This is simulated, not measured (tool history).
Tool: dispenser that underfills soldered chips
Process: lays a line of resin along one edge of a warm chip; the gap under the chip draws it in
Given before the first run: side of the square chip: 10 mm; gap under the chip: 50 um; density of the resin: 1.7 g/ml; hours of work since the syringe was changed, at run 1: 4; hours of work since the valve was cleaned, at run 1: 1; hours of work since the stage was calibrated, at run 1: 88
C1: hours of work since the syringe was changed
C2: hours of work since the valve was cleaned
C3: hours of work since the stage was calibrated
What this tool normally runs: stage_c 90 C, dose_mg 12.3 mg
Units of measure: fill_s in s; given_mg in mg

{"run": 1, "day": 0.0, "stage_c": 90, "dose_mg": 12.3, "C1": 4, "C2": 1, "C3": 88, "fill_s": 96.1, "given_mg": 12.19}
{"run": 2, "day": 0.312, "stage_c": 90, "dose_mg": 12.3, "C1": 9, "C2": 6, "C3": 94, "fill_s": 120.6, "given_mg": 12.42}
{"day": 0.454, "done": "new syringe of resin"}
{"run": 3, "day": 0.638, "stage_c": 80, "dose_mg": 12.3, "C1": 3, "C2": 12, "C3": 99, "fill_s": 134.8, "given_mg": 12.31}
{"run": 4, "day": 1.0, "stage_c": 80, "dose_mg": 12.3, "C1": 10, "C2": 18, "C3": 106, "fill_s": 180.9, "given_mg": 11.98}
{"day": 1.142, "done": "new syringe of resin"}
{"run": 5, "day": 1.233, "stage_c": 90, "dose_mg": 12.3, "C1": 2, "C2": 22, "C3": 110, "fill_s": 86.8, "given_mg": 11.99}
{"run": 6, "day": 1.55, "stage_c": 90, "dose_mg": 12.3, "C1": 7, "C2": 28, "C3": 115, "fill_s": 110.0, "given_mg": 12.03}
{"day": 1.804, "done": "new syringe of resin"}
{"run": 7, "day": 1.867, "stage_c": 90, "dose_mg": 12.3, "C1": 1, "C2": 33, "C3": 120, "fill_s": 85.4, "given_mg": 11.94}
{"run": 8, "day": 2.146, "stage_c": 90, "dose_mg": 12.3, "C1": 6, "C2": 38, "C3": 125, "fill_s": 105.8, "given_mg": 11.92}
{"day": 2.483, "done": "new syringe of resin"}
{"run": 9, "day": 2.533, "stage_c": 90, "dose_mg": 12.3, "C1": 1, "C2": 44, "C3": 132, "fill_s": 83.7, "given_mg": 11.89}
{"run": 10, "day": 2.788, "stage_c": 90, "dose_mg": 12.3, "C1": 5, "C2": 49, "C3": 136, "fill_s": 103.0, "given_mg": 11.84}
{"run": 11, "day": 3.004, "stage_c": 97, "dose_mg": 12.3, "C1": 9, "C2": 53, "C3": 140, "fill_s": 91.8, "given_mg": 11.77}
{"day": 3.15, "done": "new syringe of resin"}
{"run": 12, "day": 3.304, "stage_c": 95, "dose_mg": 12.3, "C1": 3, "C2": 58, "C3": 145, "fill_s": 73.8, "given_mg": 11.77}

The next listed run, before its measurement:
{"run": 13, "day": 3.621, "stage_c": 95, "dose_mg": 12.3, "C1": 8, "C2": 63, "C3": 151, "fill_s": "?", "given_mg": "?"}

fill_s: 93.6 s
given_mg: 11.71 mg
Were there no unlogged condition in the tool, this run, its random variation unchanged, would have produced fill_s 64.2 s, given_mg 12.27 mg.

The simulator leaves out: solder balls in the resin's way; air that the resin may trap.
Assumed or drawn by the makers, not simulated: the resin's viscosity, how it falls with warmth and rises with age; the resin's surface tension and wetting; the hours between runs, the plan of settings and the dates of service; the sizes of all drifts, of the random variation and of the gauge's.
